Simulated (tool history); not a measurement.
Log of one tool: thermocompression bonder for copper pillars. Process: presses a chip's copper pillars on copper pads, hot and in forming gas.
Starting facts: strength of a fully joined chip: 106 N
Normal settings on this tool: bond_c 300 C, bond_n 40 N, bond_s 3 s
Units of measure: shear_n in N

run   hour  bond_c  bond_n  bond_s  shear_n
  1    0.0     300      40       3     42.6
  2   17.8     300      53       3     51.6
  3   32.6     300      53       3     51.3
  4   46.0     300      40       3     42.3
      73.6  -- heater calibrated with a thermocouple chip
  5   77.6     300      40       3     42.1
  6  105.0     300      40       3     42.1
  7  118.2     300      25       2     25.2
     127.1  -- forming gas filter changed
  8  146.9     300      29       3     33.8
  9  171.5     300      29       3     33.8
 10  195.2     300      29       3     33.6
 11  221.5     283      51       2     36.5

What if the next run were any one of these 4? Each begins from the tool's condition after run 11:
  A  253.9     283      38       2        ?
  B  253.9     315      40       2        ?
  C  253.9     319      59       2        ?
  D  253.9     312      40       7        ?

run  shear_n
  A     29.7
  B     41.1
  C     55.4
  D     62.8
Stripped of hidden state, with their random variation kept, the same runs would have yielded:
run  shear_n
  A     29.7
  B     41.2
  C     55.5
  D     62.9
